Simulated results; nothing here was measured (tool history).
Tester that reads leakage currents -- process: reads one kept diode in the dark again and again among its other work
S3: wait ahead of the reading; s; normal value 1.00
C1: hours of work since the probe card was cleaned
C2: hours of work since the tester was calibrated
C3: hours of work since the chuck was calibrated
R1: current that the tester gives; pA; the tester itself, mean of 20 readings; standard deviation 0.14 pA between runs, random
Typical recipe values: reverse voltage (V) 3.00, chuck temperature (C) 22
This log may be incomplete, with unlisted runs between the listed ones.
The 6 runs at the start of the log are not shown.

Run 7, hour 437.1: usual settings but chuck temperature (C) 29; C1 1933; C2 2024; C3 249. Result: R1 73.62 pA.
Run 8, hour 507.7: usual settings but S3 8.63 s; C1 1983; C2 2074; C3 300. Result: R1 42.17 pA.
Run 9, hour 599.4: usual settings but S3 8.63 s; C1 2049; C2 2139; C3 365. Result: R1 42.46 pA.
Run 10, hour 680.6: usual settings but S3 8.63 s; C1 2107; C2 2197; C3 423. Result: R1 42.34 pA.
Run 11, hour 762.1: usual settings; C1 2165; C2 2256; C3 481. Result: R1 43.48 pA.
Run 12, hour 843.2: usual settings; C1 2223; C2 2313; C3 539. Result: R1 43.34 pA.
Run 13, hour 942.7: usual settings; C1 2294; C2 2384; C3 610. Result: R1 43.06 pA.
At hour 1033.7: chuck's temperature calibrated.
Run 14, hour 1037.3: usual settings but reverse voltage (V) 1.83; C1 2360; C2 2450; C3 3. Result: R1 34.39 pA.
Run 15, hour 1134.4: usual settings but reverse voltage (V) 1.63; C1 2429; C2 2520; C3 72. Result: R1 32.87 pA.
Run 16, hour 1212.5: usual settings but reverse voltage (V) 1.63; C1 2485; C2 2575; C3 128. Result: R1 32.56 pA.
Run 17, hour 1317.6: usual settings but S3 0.30 s; C1 2560; C2 2650; C3 203. Result: R1 45.81 pA.
Run 18, hour 1425.0: usual settings but reverse voltage (V) 2.24, chuck temperature (C) 45, S3 0.30 s; C1 2636; C2 2727; C3 279. Result: R1 209.56 pA.
Run 19, hour 1493.3: usual settings but reverse voltage (V) 7.34, S3 1.19 s; C1 2685; C2 2776; C3 328. Result: R1 65.25 pA.
Run 20, hour 1567.6: usual settings but reverse voltage (V) 1.33, S3 0.56 s; C1 2738; C2 2829; C3 381. Result: R1 30.11 pA.
Run 21, hour 1627.6: usual settings but reverse voltage (V) 1.33, S3 0.56 s; C1 2781; C2 2872; C3 424. Result: R1 30.20 pA.
Run 22, hour 1696.6: usual settings but reverse voltage (V) 1.33, S3 0.56 s; C1 2830; C2 2921; C3 473. Result: R1 29.86 pA.
Run 23, hour 1772.5: usual settings but reverse voltage (V) 1.33, S3 0.56 s; C1 2884; C2 2975; C3 527. Result: R1 30.15 pA.
Run 24, hour 1838.5: usual settings but reverse voltage (V) 1.33, S3 0.56 s; C1 2931; C2 3022; C3 574. Result: R1 30.13 pA.
Run 25, hour 1890.6: usual settings but reverse voltage (V) 1.33, S3 0.56 s; C1 2969; C2 3059; C3 611. Result: R1 30.06 pA.
Run 26, hour 1960.6: usual settings but chuck temperature (C) 40, S3 0.33 s; C1 3019; C2 3109; C3 661. Result: R1 168.61 pA.
At hour 1980.8: chuck's temperature calibrated.
At hour 2034.9: tester calibrated.
Run 27, hour 2063.2: usual settings but chuck temperature (C) 40, S3 0.33 s; C1 3089; C2 20; C3 57. Result: R1 167.49 pA.
Run 28, hour 2120.2: usual settings but chuck temperature (C) 40, S3 0.33 s; C1 3130; C2 61; C3 98. Result: R1 167.84 pA.
Run 29, hour 2178.9: usual settings but chuck temperature (C) 28; C1 3171; C2 103; C3 140. Result: R1 68.83 pA.
At hour 2275.8: probe card cleaned and baked.
Run 30, hour 2275.8: usual settings but reverse voltage (V) 3.54, chuck temperature (C) 50, S3 7.06 s; C1 0; C2 170; C3 207. Result: R1 353.87 pA.
Run 31, hour 2354.9: usual settings but reverse voltage (V) 12.54, S3 0.52 s; C1 56; C2 226; C3 263. Result: R1 89.32 pA.

5 ways to go on from here, each from the tool as it stands after run 31. What would each give?
Run A, hour 2420.9: usual settings but reverse voltage (V) 1.06, chuck temperature (C) 59, S3 3.22 s; C1 103; C2 273; C3 310. Result: R1 ?.
Run B, hour 2420.9: usual settings but reverse voltage (V) 15.27, chuck temperature (C) 36, S3 0.59 s; C1 103; C2 273; C3 310. Result: R1 ?.
Run C, hour 2420.9: usual settings but chuck temperature (C) 23, S3 2.42 s; C1 103; C2 273; C3 310. Result: R1 ?.
Run D, hour 2420.9: usual settings but S3 0.64 s; C1 103; C2 273; C3 310. Result: R1 ?.
Run E, hour 2420.9: usual settings but reverse voltage (V) 3.20, S3 0.52 s; C1 103; C2 273; C3 310. Result: R1 ?.

run      R1
  A  373.54
  B  264.63
  C   46.09
  D   43.66
  E   45.54
Had the tool no hidden state, the same runs would have come out as:
run      R1
  A  373.61
  B  264.68
  C   46.10
  D   43.67
  E   45.55
